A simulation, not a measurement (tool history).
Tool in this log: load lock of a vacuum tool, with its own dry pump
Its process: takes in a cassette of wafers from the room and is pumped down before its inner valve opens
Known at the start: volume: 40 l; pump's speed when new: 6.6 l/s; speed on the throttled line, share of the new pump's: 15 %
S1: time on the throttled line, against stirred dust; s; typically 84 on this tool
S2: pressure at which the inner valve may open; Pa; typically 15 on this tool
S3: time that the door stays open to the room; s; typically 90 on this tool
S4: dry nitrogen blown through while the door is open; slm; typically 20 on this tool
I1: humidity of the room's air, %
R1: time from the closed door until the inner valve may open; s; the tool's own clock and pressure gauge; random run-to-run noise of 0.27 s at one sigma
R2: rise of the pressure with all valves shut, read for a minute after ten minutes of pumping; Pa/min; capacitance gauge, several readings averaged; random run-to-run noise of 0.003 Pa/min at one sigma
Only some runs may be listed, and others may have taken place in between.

run 1 day=0 | S1=84 S2=15 S3=90 S4=20 | I1=45 | R1=126.6 R2=0.128
run 2 day=25.442 | S1=84 S2=15 S3=90 S4=20 | I1=48.4 | R1=127.1 R2=0.134
run 3 day=49.354 | S1=84 S2=15 S3=101 S4=20 | I1=43.5 | R1=127 R2=0.148
run 4 day=64.962 | S1=84 S2=15 S3=90 S4=25 | I1=42.1 | R1=127.4 R2=0.149
run 5 day=82.833 | S1=84 S2=15 S3=90 S4=25 | I1=45.6 | R1=127.4 R2=0.156
run 6 day=98.046 | S1=84 S2=15 S3=90 S4=20 | I1=45.3 | R1=127.9 R2=0.167
run 7 day=116.554 | S1=84 S2=15 S3=90 S4=20 | I1=43.5 | R1=127.3 R2=0.179
run 8 day=145.546 | S1=84 S2=15 S3=90 S4=20 | I1=43 | R1=128.1 R2=0.195
run 9 day=158.367 | S1=84 S2=15 S3=90 S4=20 | I1=47.5 | R1=127.9 R2=0.197
-- day=174.862 door's seal changed, seat wiped
run 10 day=184.017 | S1=84 S2=15 S3=90 S4=20 | I1=47.2 | R1=127.8 R2=0.046
run 11 day=212.358 | S1=84 S2=15 S3=82 S4=20 | I1=42.9 | R1=128.2 R2=0.05
run 12 day=241.788 | S1=84 S2=15 S3=82 S4=20 | I1=41.9 | R1=128.7 R2=0.05
run 13 day=255.904 | S1=84 S2=15 S3=90 S4=20 | I1=46.8 | R1=129.1 R2=0.063
run 14 day=277.838 | S1=84 S2=15 S3=90 S4=20 | I1=46.9 | R1=129.1 R2=0.066
run 15 day=292.571 | S1=84 S2=15 S3=90 S4=20 | I1=50 | R1=129.1 R2=0.076
run 16 day=305.633 | S1=84 S2=17 S3=90 S4=19 | I1=44.3 | R1=128.3 R2=0.07
run 17 day=325.308 | S1=84 S2=17 S3=90 S4=19 | I1=48.5 | R1=128.4 R2=0.078
run 18 day=343.758 | S1=128 S2=17 S3=94 S4=31 | I1=43.2 | R1=166 R2=0.078
run 19 day=368.742 | S1=128 S2=17 S3=94 S4=31 | I1=44.6 | R1=165.2 R2=0.088
run 20 day=391.792 | S1=84 S2=15 S3=90 S4=13 | I1=45.1 | R1=129.6 R2=0.103
run 21 day=404.221 | S1=138 S2=12 S3=139 S4=9 | I1=45 | R1=177 R2=0.124
run 22 day=419.471 | S1=138 S2=12 S3=139 S4=9 | I1=45 | R1=176.5 R2=0.132
run 23 day=448.796 | S1=138 S2=12 S3=139 S4=9 | I1=42.4 | R1=176.8 R2=0.137
run 24 day=468.712 | S1=49 S2=15 S3=90 S4=20 | I1=46.5 | R1=101.2 R2=0.136
run 25 day=486.775 | S1=49 S2=15 S3=233 S4=20 | I1=44.3 | R1=101.6 R2=0.154
run 26 day=508.254 | S1=71 S2=12 S3=123 S4=10 | I1=45.6 | R1=121.6 R2=0.166
run 27 day=536.583 | S1=60 S2=15 S3=41 S4=24 | I1=42.9 | R1=110.5 R2=0.143
run 28 day=548.675 | S1=104 S2=12 S3=102 S4=25 | I1=48.3 | R1=149.3 R2=0.173
-- day=559.504 dry pump taken out, an overhauled one fitted
run 29 day=574.183 | S1=104 S2=12 S3=102 S4=25 | I1=41 | R1=143.2 R2=0.188

Each row is a separate what-if for the run after 29, all from the same tool condition, not one after another. Results?
run A day=587.15 | S1=104 S2=25 S3=172 S4=25 | I1=45.1 | R1=? R2=?
run B day=587.15 | S1=57 S2=12 S3=87 S4=20 | I1=46 | R1=? R2=?
run C day=587.15 | S1=100 S2=12 S3=33 S4=9 | I1=43.3 | R1=? R2=?
run D day=587.15 | S1=84 S2=15 S3=27 S4=4 | I1=45.1 | R1=? R2=?
run E day=587.15 | S1=104 S2=12 S3=78 S4=5 | I1=44.9 | R1=? R2=?

run=A R1=138.8 R2=0.199
run=B R1=103.7 R2=0.192
run=C R1=140.6 R2=0.195
run=D R1=124.9 R2=0.194
run=E R1=143.8 R2=0.207
Without the tool's hidden state the same runs would have given:
run=A R1=138.8 R2=0.054
run=B R1=103.7 R2=0.043
run=C R1=140.6 R2=0.045
run=D R1=124.9 R2=0.046
run=E R1=143.8 R2=0.06
